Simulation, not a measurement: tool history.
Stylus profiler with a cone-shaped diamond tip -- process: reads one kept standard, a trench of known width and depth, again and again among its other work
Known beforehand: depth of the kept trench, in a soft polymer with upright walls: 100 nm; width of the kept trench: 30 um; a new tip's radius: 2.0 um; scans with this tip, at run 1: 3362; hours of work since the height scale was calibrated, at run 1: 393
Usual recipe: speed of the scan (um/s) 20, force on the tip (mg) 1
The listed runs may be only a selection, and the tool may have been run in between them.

run	hour	speed of the scan (um/s)	force on the tip (mg)	scans with this tip	hours of work since the height scale was calibrated	depth of the trench (Å)	width of the trench's floor (µm)
1	0	20	1	3362	393	1011.6	28.39
2	40.3	20	1	3582	418	1010.1	28.38
3	92.8	9	1	3868	452	1011.6	28.4
4	125.6	9	1	4047	473	1010.7	28.39
5	154.6	9	1	4205	491	1011.9	28.46
6	188.8	9	1	4392	513	1010.8	28.37
7	238.3	74	1	4661	545	1013	28.17
8	286.9	74	1	4927	576	1011.3	28.16
9	315.9	74	1	5085	594	1012.7	28.13
10	372.8	20	0.34	5396	630	1007.6	28.22
11	411.9	40	0.34	5609	655	1007.1	28.11
12	436.7	10	0.37	5744	671	1006.5	28.27
13	473	10	0.37	5942	694	1008.7	28.31
14	526.3	12	0.47	6232	728	1009	28.27
15	562.6	40	2.01	6430	751	1018.3	28.24
16	593.9	16	0.34	6601	771	1008.4	28.18
17	634	8	0.38	6820	797	1009.4	28.22
18	684.3	78	1	7095	829	1012.4	27.98
19	723.7	5	0.38	7309	854	1009.2	28.24

Predict each of these 5 candidate next runs independently; none follows another, all start after run 19:
A	780.3	9	1.54	7618	890	?	?
B	780.3	8	0.38	7618	890	?	?
C	780.3	8	1.52	7618	890	?	?
D	780.3	59	1	7618	890	?	?
E	780.3	7	0.38	7618	890	?	?

run	depth of the trench (Å)	width of the trench's floor (µm)
A	1015.9	28.22
B	1008.6	28.19
C	1015.3	28.21
D	1013.6	28.01
E	1008.7	28.19
Had the tool no hidden state, the same runs would have come out as:
run	depth of the trench (Å)	width of the trench's floor (µm)
A	1011.8	28.74
B	1004.5	28.7
C	1011.2	28.72
D	1009.6	28.53
E	1004.7	28.71

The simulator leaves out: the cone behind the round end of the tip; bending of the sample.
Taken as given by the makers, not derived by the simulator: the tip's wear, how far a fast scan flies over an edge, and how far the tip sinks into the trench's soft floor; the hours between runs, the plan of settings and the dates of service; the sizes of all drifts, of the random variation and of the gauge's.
